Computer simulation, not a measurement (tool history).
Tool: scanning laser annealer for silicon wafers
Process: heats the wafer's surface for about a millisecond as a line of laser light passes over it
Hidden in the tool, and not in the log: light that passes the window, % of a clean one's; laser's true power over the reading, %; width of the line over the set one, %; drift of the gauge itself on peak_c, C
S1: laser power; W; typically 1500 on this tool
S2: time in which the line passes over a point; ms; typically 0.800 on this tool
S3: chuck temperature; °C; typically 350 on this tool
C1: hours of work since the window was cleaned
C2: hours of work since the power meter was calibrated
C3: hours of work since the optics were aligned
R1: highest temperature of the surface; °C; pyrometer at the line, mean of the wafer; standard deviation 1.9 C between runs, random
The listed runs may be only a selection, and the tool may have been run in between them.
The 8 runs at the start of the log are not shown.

run	hour	S1	S2	S3	C1	C2	C3	R1
9	129.2	1500	0.800	342	373	306	850	1087
10	144.4	1500	0.800	350	382	314	859	1097
11	165.3	1500	0.800	350	393	325	870	1097
12	185.8	1500	0.800	350	404	336	881	1095
13	203.3	1500	0.844	350	414	346	891	1115
14	225.6	1500	0.844	350	426	358	903	1111
15	242.7	1500	0.844	350	435	368	912	1111
16	258.9	1500	0.608	350	444	376	921	1005
17	278.7	1500	0.608	350	455	387	932	1011
18	298.9	1461	0.608	350	466	398	943	991
19	311.6	1461	0.608	350	473	405	950	993
20	330.9	1513	0.608	350	484	416	961	1013
21	353.2	1513	0.712	350	496	428	973	1059

What does the tool deliver on the next run?
22	371.5	1431	0.695	337	506	438	983	?

Run 22 produced R1 1001 °C.
The same run, on a tool lacking any hidden state, would have yielded R1 1030 °C.

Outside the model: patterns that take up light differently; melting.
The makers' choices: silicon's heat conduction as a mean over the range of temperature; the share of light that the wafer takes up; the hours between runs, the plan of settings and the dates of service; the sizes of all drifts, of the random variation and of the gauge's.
